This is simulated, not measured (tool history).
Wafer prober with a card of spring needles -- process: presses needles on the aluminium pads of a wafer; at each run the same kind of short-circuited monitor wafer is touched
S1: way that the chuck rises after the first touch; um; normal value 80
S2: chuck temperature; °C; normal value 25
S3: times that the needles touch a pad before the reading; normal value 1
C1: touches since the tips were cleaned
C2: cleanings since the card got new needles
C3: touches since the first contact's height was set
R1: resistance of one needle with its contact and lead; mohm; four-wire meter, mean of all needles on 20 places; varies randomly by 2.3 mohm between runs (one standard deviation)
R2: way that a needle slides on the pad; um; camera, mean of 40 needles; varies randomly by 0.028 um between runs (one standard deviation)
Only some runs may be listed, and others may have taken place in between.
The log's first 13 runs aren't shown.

run 14 hour=93.7 | S1=75 S2=25 S3=1 | C1=4195 C2=27 C3=50277 | R1=266 R2=15.8
-- hour=97.1 tips cleaned on abrasive film
run 15 hour=103.7 | S1=75 S2=25 S3=1 | C1=2940 C2=28 C3=54649 | R1=264 R2=15.84
-- hour=110.3 tips cleaned on abrasive film
run 16 hour=113.4 | S1=75 S2=25 S3=1 | C1=1380 C2=29 C3=58850 | R1=263 R2=15.81
run 17 hour=122.2 | S1=83 S2=25 S3=3 | C1=5269 C2=29 C3=62739 | R1=261 R2=17.57
-- hour=123 tips cleaned on abrasive film
run 18 hour=131.6 | S1=69 S2=108 S3=2 | C1=3754 C2=30 C3=66799 | R1=292 R2=14.6
-- hour=135.7 tips cleaned on abrasive film
run 19 hour=140.2 | S1=89 S2=25 S3=1 | C1=1981 C2=31 C3=70573 | R1=264 R2=18.86
run 20 hour=146.1 | S1=68 S2=29 S3=2 | C1=4575 C2=31 C3=73167 | R1=264 R2=14.41
-- hour=149.1 tips cleaned on abrasive film
run 21 hour=150.8 | S1=80 S2=124 S3=3 | C1=737 C2=32 C3=75181 | R1=290 R2=16.98
-- hour=161.9 tips cleaned on abrasive film
run 22 hour=161.9 | S1=75 S2=120 S3=2 | C1=0 C2=33 C3=80007 | R1=297 R2=15.93
run 23 hour=172.3 | S1=80 S2=25 S3=2 | C1=4592 C2=33 C3=84599 | R1=262 R2=17.02
-- hour=174.5 tips cleaned on abrasive film
run 24 hour=182.8 | S1=80 S2=49 S3=1 | C1=3632 C2=34 C3=89153 | R1=270 R2=16.98
-- hour=187.6 tips cleaned on abrasive film
run 25 hour=190.7 | S1=64 S2=30 S3=1 | C1=1372 C2=35 C3=92610 | R1=268 R2=13.67
run 26 hour=197.7 | S1=64 S2=30 S3=1 | C1=4435 C2=35 C3=95673 | R1=265 R2=13.58
-- hour=200.7 tips cleaned on abrasive film
run 27 hour=203.5 | S1=89 S2=60 S3=2 | C1=1216 C2=36 C3=98162 | R1=273 R2=18.97
run 28 hour=209.7 | S1=89 S2=60 S3=2 | C1=3974 C2=36 C3=100920 | R1=274 R2=18.98
-- hour=214.1 tips cleaned on abrasive film
run 29 hour=219.5 | S1=69 S2=28 S3=1 | C1=2348 C2=37 C3=105162 | R1=268 R2=14.73

Run 30 has not been measured yet. What should we expect?
-- hour=227 tips cleaned on abrasive film
run 30 hour=229.4 | S1=69 S2=28 S3=1 | C1=1068 C2=38 C3=109499 | R1=? R2=?

Logged for run 30: R1 268 mohm, R2 14.7 um.
The same run, on a tool lacking any hidden state, would have yielded R1 267 mohm, R2 14.38 um.

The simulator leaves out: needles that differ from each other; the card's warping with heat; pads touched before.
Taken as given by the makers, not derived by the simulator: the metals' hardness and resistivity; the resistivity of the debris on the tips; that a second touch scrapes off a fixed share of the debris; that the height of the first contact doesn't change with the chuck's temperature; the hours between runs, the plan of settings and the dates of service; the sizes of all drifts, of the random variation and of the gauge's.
